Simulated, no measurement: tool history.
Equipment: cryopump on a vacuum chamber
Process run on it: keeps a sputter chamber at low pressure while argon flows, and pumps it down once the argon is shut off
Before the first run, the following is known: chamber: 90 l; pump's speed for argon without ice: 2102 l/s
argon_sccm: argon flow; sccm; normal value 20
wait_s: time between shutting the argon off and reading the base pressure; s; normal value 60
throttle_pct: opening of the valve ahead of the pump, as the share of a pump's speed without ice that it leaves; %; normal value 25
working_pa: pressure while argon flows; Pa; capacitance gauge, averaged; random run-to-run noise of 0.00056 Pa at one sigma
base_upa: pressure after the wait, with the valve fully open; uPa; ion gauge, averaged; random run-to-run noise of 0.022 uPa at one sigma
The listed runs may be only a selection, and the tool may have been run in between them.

run    hour  argon_sccm  wait_s  throttle_pct  working_pa  base_upa
  1     0.0          20      60            25      0.0654      0.79
  2    56.5          20      60            25      0.0648      0.74
  3   148.4          20      76            25      0.0643      0.64
  4   202.2          20      60            24      0.0683      0.74
  5   291.3          20      60            23      0.0712      0.78
  6   362.7          20      60            23      0.0725      0.76
  7   431.6          20      60            23      0.0726      0.75
  8   521.3          20      60            23      0.0717      0.78
  9   574.5          20      60            50      0.0344      0.81
 10   683.6          20     229            25      0.0676      0.44
 11   753.6          20     229            25      0.0671      0.43
 12   809.8          20     229            25      0.0662      0.48
 13   860.9          20     229            25      0.0674      0.49
 14   922.9          20      81            59      0.0316      0.69
 15  1000.5           8      62            26      0.0262      0.80
 16  1092.6          36      60            25      0.1221      0.76
     1108.0  -- pump warmed up, emptied and cooled again
 17  1190.6           9      33            35      0.0207      1.16
 18  1278.1          20      60            41      0.0398      0.83
 19  1368.9          20      95            23      0.0704      0.64
 20  1444.5          20      95            23      0.0708      0.62
 21  1531.0          13      95            38      0.0283      0.62
 22  1595.4          18      62            21      0.0699      0.79
 23  1681.1          23      73            29      0.0661      0.70
 24  1738.6          23      31            22      0.0872      1.23

Predict each of these 4 candidate next runs independently; none follows another, all start after run 24:
  A  1819.9          23      83            16           ?         ?
  B  1819.9          34      31            22           ?         ?
  C  1819.9          11     171            22           ?         ?
  D  1819.9          23     109            34           ?         ?

run  working_pa  base_upa
  A      0.1180      0.69
  B      0.1278      1.30
  C      0.0411      0.52
  D      0.0570      0.59
What these runs would have given with no unlogged condition in the tool:
run  working_pa  base_upa
  A      0.1156      0.47
  B      0.1241      1.07
  C      0.0399      0.30
  D      0.0545      0.37
